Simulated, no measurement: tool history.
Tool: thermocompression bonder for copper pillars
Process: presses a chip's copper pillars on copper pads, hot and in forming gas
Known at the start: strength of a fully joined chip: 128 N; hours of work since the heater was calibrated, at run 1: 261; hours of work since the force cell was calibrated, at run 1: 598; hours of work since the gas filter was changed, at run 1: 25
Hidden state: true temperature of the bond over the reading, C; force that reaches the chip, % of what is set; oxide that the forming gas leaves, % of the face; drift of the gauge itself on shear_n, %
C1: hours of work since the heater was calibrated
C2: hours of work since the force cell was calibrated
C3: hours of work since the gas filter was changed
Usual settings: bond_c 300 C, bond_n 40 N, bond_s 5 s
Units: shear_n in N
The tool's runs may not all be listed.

{"run": 1, "hour": 0.0, "bond_c": 300, "bond_n": 40, "bond_s": 5, "C1": 261, "C2": 598, "C3": 25, "shear_n": 65.1}
{"run": 2, "hour": 11.4, "bond_c": 300, "bond_n": 40, "bond_s": 3, "C1": 268, "C2": 605, "C3": 32, "shear_n": 56.9}
{"run": 3, "hour": 18.2, "bond_c": 300, "bond_n": 40, "bond_s": 3, "C1": 272, "C2": 609, "C3": 36, "shear_n": 54.3}
{"run": 4, "hour": 25.2, "bond_c": 300, "bond_n": 40, "bond_s": 5, "C1": 277, "C2": 613, "C3": 40, "shear_n": 66.4}
{"run": 5, "hour": 31.0, "bond_c": 300, "bond_n": 40, "bond_s": 5, "C1": 280, "C2": 617, "C3": 44, "shear_n": 67.1}
{"run": 6, "hour": 36.7, "bond_c": 300, "bond_n": 40, "bond_s": 5, "C1": 284, "C2": 620, "C3": 47, "shear_n": 65.3}
{"run": 7, "hour": 45.5, "bond_c": 300, "bond_n": 40, "bond_s": 5, "C1": 289, "C2": 626, "C3": 53, "shear_n": 65.2}
{"run": 8, "hour": 54.7, "bond_c": 300, "bond_n": 40, "bond_s": 5, "C1": 295, "C2": 631, "C3": 58, "shear_n": 66.2}
{"run": 9, "hour": 65.2, "bond_c": 300, "bond_n": 40, "bond_s": 5, "C1": 301, "C2": 638, "C3": 65, "shear_n": 65.9}
{"run": 10, "hour": 73.3, "bond_c": 300, "bond_n": 40, "bond_s": 5, "C1": 306, "C2": 643, "C3": 70, "shear_n": 65.4}
{"run": 11, "hour": 84.0, "bond_c": 300, "bond_n": 40, "bond_s": 5, "C1": 313, "C2": 649, "C3": 76, "shear_n": 64.0}
{"run": 12, "hour": 95.0, "bond_c": 300, "bond_n": 40, "bond_s": 5, "C1": 319, "C2": 656, "C3": 83, "shear_n": 66.6}
{"run": 13, "hour": 101.5, "bond_c": 300, "bond_n": 40, "bond_s": 8, "C1": 323, "C2": 660, "C3": 87, "shear_n": 75.4}
{"run": 14, "hour": 113.8, "bond_c": 300, "bond_n": 40, "bond_s": 8, "C1": 331, "C2": 668, "C3": 95, "shear_n": 77.2}
{"run": 15, "hour": 123.7, "bond_c": 300, "bond_n": 40, "bond_s": 8, "C1": 337, "C2": 674, "C3": 101, "shear_n": 77.2}
{"run": 16, "hour": 130.3, "bond_c": 300, "bond_n": 53, "bond_s": 5, "C1": 341, "C2": 678, "C3": 105, "shear_n": 84.7}
{"run": 17, "hour": 142.1, "bond_c": 315, "bond_n": 40, "bond_s": 5, "C1": 348, "C2": 685, "C3": 112, "shear_n": 79.5}
{"run": 18, "hour": 154.2, "bond_c": 315, "bond_n": 40, "bond_s": 5, "C1": 356, "C2": 692, "C3": 119, "shear_n": 79.7}
{"run": 19, "hour": 164.7, "bond_c": 315, "bond_n": 40, "bond_s": 5, "C1": 362, "C2": 699, "C3": 126, "shear_n": 79.7}
{"run": 20, "hour": 173.9, "bond_c": 278, "bond_n": 40, "bond_s": 11, "C1": 368, "C2": 705, "C3": 131, "shear_n": 65.1}
{"run": 21, "hour": 183.5, "bond_c": 287, "bond_n": 40, "bond_s": 11, "C1": 374, "C2": 710, "C3": 137, "shear_n": 72.3}
{"run": 22, "hour": 189.8, "bond_c": 310, "bond_n": 57, "bond_s": 10, "C1": 378, "C2": 714, "C3": 141, "shear_n": 110.1}
{"hour": 195.0, "done": "forming gas filter changed"}
{"run": 23, "hour": 200.1, "bond_c": 300, "bond_n": 32, "bond_s": 5, "C1": 384, "C2": 720, "C3": 3, "shear_n": 52.3}
{"run": 24, "hour": 206.0, "bond_c": 300, "bond_n": 32, "bond_s": 5, "C1": 387, "C2": 724, "C3": 7, "shear_n": 52.3}
{"run": 25, "hour": 216.0, "bond_c": 300, "bond_n": 49, "bond_s": 5, "C1": 393, "C2": 730, "C3": 13, "shear_n": 79.5}
{"run": 26, "hour": 223.9, "bond_c": 284, "bond_n": 53, "bond_s": 5, "C1": 398, "C2": 735, "C3": 18, "shear_n": 71.1}
{"run": 27, "hour": 231.1, "bond_c": 272, "bond_n": 31, "bond_s": 5, "C1": 403, "C2": 739, "C3": 22, "shear_n": 34.0}
{"run": 28, "hour": 237.7, "bond_c": 296, "bond_n": 40, "bond_s": 7, "C1": 407, "C2": 743, "C3": 26, "shear_n": 70.4}
{"run": 29, "hour": 243.6, "bond_c": 286, "bond_n": 28, "bond_s": 8, "C1": 410, "C2": 747, "C3": 30, "shear_n": 44.3}
{"run": 30, "hour": 251.9, "bond_c": 300, "bond_n": 48, "bond_s": 5, "C1": 415, "C2": 752, "C3": 35, "shear_n": 77.3}
{"run": 31, "hour": 260.2, "bond_c": 312, "bond_n": 38, "bond_s": 8, "C1": 420, "C2": 757, "C3": 40, "shear_n": 83.6}
{"run": 32, "hour": 270.4, "bond_c": 315, "bond_n": 40, "bond_s": 10, "C1": 427, "C2": 763, "C3": 46, "shear_n": 94.4}
{"run": 33, "hour": 280.8, "bond_c": 315, "bond_n": 40, "bond_s": 10, "C1": 433, "C2": 770, "C3": 53, "shear_n": 96.1}
{"run": 34, "hour": 291.5, "bond_c": 315, "bond_n": 40, "bond_s": 10, "C1": 440, "C2": 776, "C3": 59, "shear_n": 93.6}
{"run": 35, "hour": 297.8, "bond_c": 277, "bond_n": 48, "bond_s": 14, "C1": 443, "C2": 780, "C3": 63, "shear_n": 81.9}
{"run": 36, "hour": 308.9, "bond_c": 291, "bond_n": 30, "bond_s": 3, "C1": 450, "C2": 787, "C3": 70, "shear_n": 34.0}
{"run": 37, "hour": 316.8, "bond_c": 291, "bond_n": 30, "bond_s": 3, "C1": 455, "C2": 792, "C3": 75, "shear_n": 35.6}

3 ways to go on from here, each from the tool as it stands after run 37. What would each give?
{"run": "A", "hour": 323.6, "bond_c": 291, "bond_n": 26, "bond_s": 3, "C1": 459, "C2": 796, "C3": 79, "shear_n": "?"}
{"run": "B", "hour": 323.6, "bond_c": 305, "bond_n": 30, "bond_s": 5, "C1": 459, "C2": 796, "C3": 79, "shear_n": "?"}
{"run": "C", "hour": 323.6, "bond_c": 292, "bond_n": 58, "bond_s": 6, "C1": 459, "C2": 796, "C3": 79, "shear_n": "?"}

run=A shear_n=29.9
run=B shear_n=53.6
run=C shear_n=88.2
Without the tool's hidden state the same runs would have given:
run=A shear_n=29.8
run=B shear_n=53.4
run=C shear_n=87.9
